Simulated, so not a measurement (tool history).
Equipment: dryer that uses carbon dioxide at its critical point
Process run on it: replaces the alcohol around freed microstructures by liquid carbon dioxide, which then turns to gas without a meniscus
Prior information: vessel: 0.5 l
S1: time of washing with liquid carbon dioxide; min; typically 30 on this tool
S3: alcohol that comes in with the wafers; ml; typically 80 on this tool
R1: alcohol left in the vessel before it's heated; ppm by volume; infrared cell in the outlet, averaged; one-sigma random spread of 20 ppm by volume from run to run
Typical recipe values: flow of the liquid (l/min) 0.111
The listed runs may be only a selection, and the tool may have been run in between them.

Run 1, hour 0.0: usual settings. Result: R1 1427 ppm by volume.
Run 2, hour 38.2: usual settings. Result: R1 1482 ppm by volume.
Run 3, hour 86.7: usual settings. Result: R1 1475 ppm by volume.
Run 4, hour 122.0: usual settings. Result: R1 1479 ppm by volume.
Run 5, hour 159.2: usual settings. Result: R1 1508 ppm by volume.
Run 6, hour 184.0: usual settings but S1 24 min. Result: R1 3834 ppm by volume.
Run 7, hour 214.3: usual settings but S1 24 min. Result: R1 3817 ppm by volume.
Run 8, hour 263.1: usual settings but S1 24 min. Result: R1 3947 ppm by volume.
Run 9, hour 303.6: usual settings but S1 24 min. Result: R1 3995 ppm by volume.
Run 10, hour 335.9: usual settings. Result: R1 1525 ppm by volume.
Run 11, hour 371.7: usual settings but S1 22 min. Result: R1 5344 ppm by volume.
Run 12, hour 415.5: usual settings but S3 78 ml. Result: R1 1534 ppm by volume.
Run 13, hour 436.4: usual settings but S3 108 ml. Result: R1 2181 ppm by volume.
Run 14, hour 469.7: usual settings but S3 108 ml. Result: R1 2213 ppm by volume.
Run 15, hour 514.8: usual settings but S3 108 ml. Result: R1 2172 ppm by volume.
Run 16, hour 552.4: usual settings but S3 108 ml. Result: R1 2260 ppm by volume.
Run 17, hour 579.1: usual settings but S3 108 ml. Result: R1 2305 ppm by volume.
Run 18, hour 609.3: usual settings but flow of the liquid (l/min) 0.129. Result: R1 807 ppm by volume.
Run 19, hour 649.3: usual settings but S1 25 min, flow of the liquid (l/min) 0.121, S3 69 ml. Result: R1 2293 ppm by volume.
Run 20, hour 693.8: usual settings but flow of the liquid (l/min) 0.072, S3 108 ml. Result: R1 11758 ppm by volume.
At hour 712.1: inlet filter changed.
Run 21, hour 737.7: usual settings but S1 19 min. Result: R1 7705 ppm by volume.
Run 22, hour 770.2: usual settings but S1 19 min. Result: R1 7856 ppm by volume.
Run 23, hour 795.8: usual settings but S1 47 min. Result: R1 114 ppm by volume.
Run 24, hour 826.0: usual settings but S1 47 min. Result: R1 121 ppm by volume.
Run 25, hour 870.1: usual settings but S1 20 min, S3 67 ml. Result: R1 5691 ppm by volume.
Run 26, hour 909.2: usual settings but S1 39 min, flow of the liquid (l/min) 0.089, S3 81 ml. Result: R1 1208 ppm by volume.
Run 27, hour 939.3: usual settings but S1 39 min, flow of the liquid (l/min) 0.089, S3 81 ml. Result: R1 1213 ppm by volume.
Run 28, hour 973.5: usual settings but S1 34 min, flow of the liquid (l/min) 0.137, S3 57 ml. Result: R1 189 ppm by volume.
Run 29, hour 1008.1: usual settings but S1 34 min, flow of the liquid (l/min) 0.137, S3 57 ml. Result: R1 186 ppm by volume.
Run 30, hour 1027.9: usual settings but S3 21 ml. Result: R1 415 ppm by volume.
Run 31, hour 1054.7: usual settings but S3 21 ml. Result: R1 433 ppm by volume.

Alternative continuations, all from the tool just after run 31; predict every row:
Run A, hour 1079.1: usual settings but flow of the liquid (l/min) 0.084, S3 56 ml. Result: R1 ?.
Run B, hour 1079.1: usual settings but S1 41 min, flow of the liquid (l/min) 0.075, S3 118 ml. Result: R1 ?.
Run C, hour 1079.1: usual settings but S1 41 min, flow of the liquid (l/min) 0.149, S3 53 ml. Result: R1 ?.
Run D, hour 1079.1: usual settings but S1 19 min, S3 27 ml. Result: R1 ?.

run    R1
  A  3292
  B  3182
  C    51
  D  2790
Without the tool's hidden state the same runs would have given:
run    R1
  A  2996
  B  2843
  C    18
  D  2570

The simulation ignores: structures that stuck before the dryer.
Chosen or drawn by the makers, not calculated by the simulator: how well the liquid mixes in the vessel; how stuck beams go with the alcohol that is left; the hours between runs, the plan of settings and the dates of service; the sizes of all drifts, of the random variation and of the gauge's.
